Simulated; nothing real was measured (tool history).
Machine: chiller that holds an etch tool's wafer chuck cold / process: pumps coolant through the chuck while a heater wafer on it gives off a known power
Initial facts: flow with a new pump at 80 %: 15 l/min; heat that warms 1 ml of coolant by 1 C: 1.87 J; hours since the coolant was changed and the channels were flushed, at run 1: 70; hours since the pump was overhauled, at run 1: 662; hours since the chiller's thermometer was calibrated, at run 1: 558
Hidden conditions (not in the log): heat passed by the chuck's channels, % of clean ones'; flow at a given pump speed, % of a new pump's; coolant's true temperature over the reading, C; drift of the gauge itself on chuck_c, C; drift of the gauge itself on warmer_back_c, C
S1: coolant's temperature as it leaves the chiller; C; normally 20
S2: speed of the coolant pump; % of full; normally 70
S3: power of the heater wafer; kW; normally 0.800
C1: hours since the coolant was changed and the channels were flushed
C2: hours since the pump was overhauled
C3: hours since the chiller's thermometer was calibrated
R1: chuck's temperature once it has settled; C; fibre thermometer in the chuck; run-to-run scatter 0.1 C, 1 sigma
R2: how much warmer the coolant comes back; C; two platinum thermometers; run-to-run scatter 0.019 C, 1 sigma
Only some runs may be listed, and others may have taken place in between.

run 1 day=0.000 | S1=20 S2=70 S3=0.800 | C1=70 C2=662 C3=558 | R1=26.6 R2=2.00
run 2 day=1.208 | S1=20 S2=70 S3=0.800 | C1=99 C2=691 C3=587 | R1=26.5 R2=2.01
run 3 day=3.008 | S1=20 S2=70 S3=0.800 | C1=142 C2=735 C3=630 | R1=26.5 R2=1.96
run 4 day=4.188 | S1=24 S2=70 S3=0.800 | C1=171 C2=763 C3=659 | R1=30.6 R2=1.97
run 5 day=5.642 | S1=20 S2=92 S3=0.800 | C1=206 C2=798 C3=693 | R1=25.6 R2=1.47
run 6 day=6.612 | S1=20 S2=92 S3=0.800 | C1=229 C2=821 C3=717 | R1=25.6 R2=1.47
run 7 day=8.417 | S1=20 S2=70 S3=0.800 | C1=272 C2=864 C3=760 | R1=26.5 R2=1.96
run 8 day=10.146 | S1=10 S2=70 S3=0.800 | C1=314 C2=906 C3=802 | R1=16.6 R2=1.96
run 9 day=11.017 | S1=10 S2=70 S3=0.800 | C1=334 C2=927 C3=822 | R1=16.4 R2=1.99
run 10 day=12.738 | S1=21 S2=70 S3=0.923 | C1=376 C2=968 C3=864 | R1=28.3 R2=2.24
run 11 day=14.162 | S1=14 S2=70 S3=0.606 | C1=410 C2=1002 C3=898 | R1=18.8 R2=1.47

Run 12, settings as shown, results not yet in. Your forecast:
run 12 day=15.921 | S1=14 S2=70 S3=0.606 | C1=452 C2=1044 C3=940 | R1=? R2=?

R1: 18.9 C
R2: 1.50 C
If the tool had no hidden condition, the same run with the same run-to-run variation would have returned R1 18.9 C, R2 1.50 C.

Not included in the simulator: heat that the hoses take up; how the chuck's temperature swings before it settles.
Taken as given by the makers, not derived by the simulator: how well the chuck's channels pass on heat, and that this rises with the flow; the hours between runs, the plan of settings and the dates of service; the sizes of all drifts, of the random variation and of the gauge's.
